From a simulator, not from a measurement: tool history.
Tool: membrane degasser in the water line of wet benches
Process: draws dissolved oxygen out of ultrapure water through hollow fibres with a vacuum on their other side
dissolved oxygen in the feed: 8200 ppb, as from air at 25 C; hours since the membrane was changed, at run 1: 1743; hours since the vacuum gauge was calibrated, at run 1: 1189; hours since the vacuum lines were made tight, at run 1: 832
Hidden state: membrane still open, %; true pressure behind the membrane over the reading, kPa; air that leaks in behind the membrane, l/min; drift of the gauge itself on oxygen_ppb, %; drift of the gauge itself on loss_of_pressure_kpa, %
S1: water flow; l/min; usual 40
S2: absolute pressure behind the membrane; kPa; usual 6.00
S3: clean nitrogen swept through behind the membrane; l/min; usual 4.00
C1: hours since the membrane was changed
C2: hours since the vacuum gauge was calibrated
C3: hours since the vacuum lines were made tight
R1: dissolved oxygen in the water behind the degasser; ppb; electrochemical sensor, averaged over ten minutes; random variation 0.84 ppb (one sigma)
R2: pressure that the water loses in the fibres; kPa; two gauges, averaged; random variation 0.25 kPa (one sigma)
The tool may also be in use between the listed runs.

run	hour	S1	S2	S3	C1	C2	C3	R1	R2
1	0.0	40	6.00	4.00	1743	1189	832	83.3	70.14
2	60.0	40	6.00	4.00	1803	1249	892	81.7	70.35
3	100.5	40	6.00	4.00	1843	1289	932	83.3	70.31
4	163.6	40	6.00	10.55	1906	1352	996	41.9	70.43
5	190.9	40	6.00	10.55	1933	1380	1023	42.1	70.26
6	223.5	40	6.00	10.55	1966	1412	1055	41.5	70.46
7	259.6	40	6.00	3.10	2002	1448	1091	101.6	70.94
8	293.6	40	6.00	3.10	2036	1482	1126	101.7	70.88
9	331.2	40	6.00	3.10	2074	1520	1163	104.0	71.00
10	393.8	40	6.00	3.10	2136	1582	1226	102.9	70.91
11	441.7	40	6.00	3.10	2184	1630	1274	103.6	71.40
12	472.5	24	3.94	2.23	2215	1661	1304	24.2	42.38
13	516.7	33	14.71	3.05	2259	1705	1349	290.5	58.21
14	579.6	33	14.71	3.05	2322	1768	1412	290.7	58.43
15	638.3	33	14.71	3.05	2381	1827	1470	292.9	58.40
16	684.4	33	14.71	3.05	2427	1873	1516	294.9	58.44
17	717.2	24	8.46	8.17	2460	1906	1549	40.7	42.22
18	780.8	24	8.46	8.17	2523	1969	1613	41.0	42.65
19	810.7	25	4.92	4.00	2553	1999	1643	30.6	44.68
20	866.7	43	14.31	2.65	2609	2055	1699	423.1	76.18

Run 21 comes next. What will it give?
21	901.0	43	14.31	2.65	2644	2090	1733	?	?

Run 21 gave R1 412.5 ppb, R2 76.41 kPa.
Without the tool's hidden state the same run would have given R1 401.2 ppb, R2 73.45 kPa.

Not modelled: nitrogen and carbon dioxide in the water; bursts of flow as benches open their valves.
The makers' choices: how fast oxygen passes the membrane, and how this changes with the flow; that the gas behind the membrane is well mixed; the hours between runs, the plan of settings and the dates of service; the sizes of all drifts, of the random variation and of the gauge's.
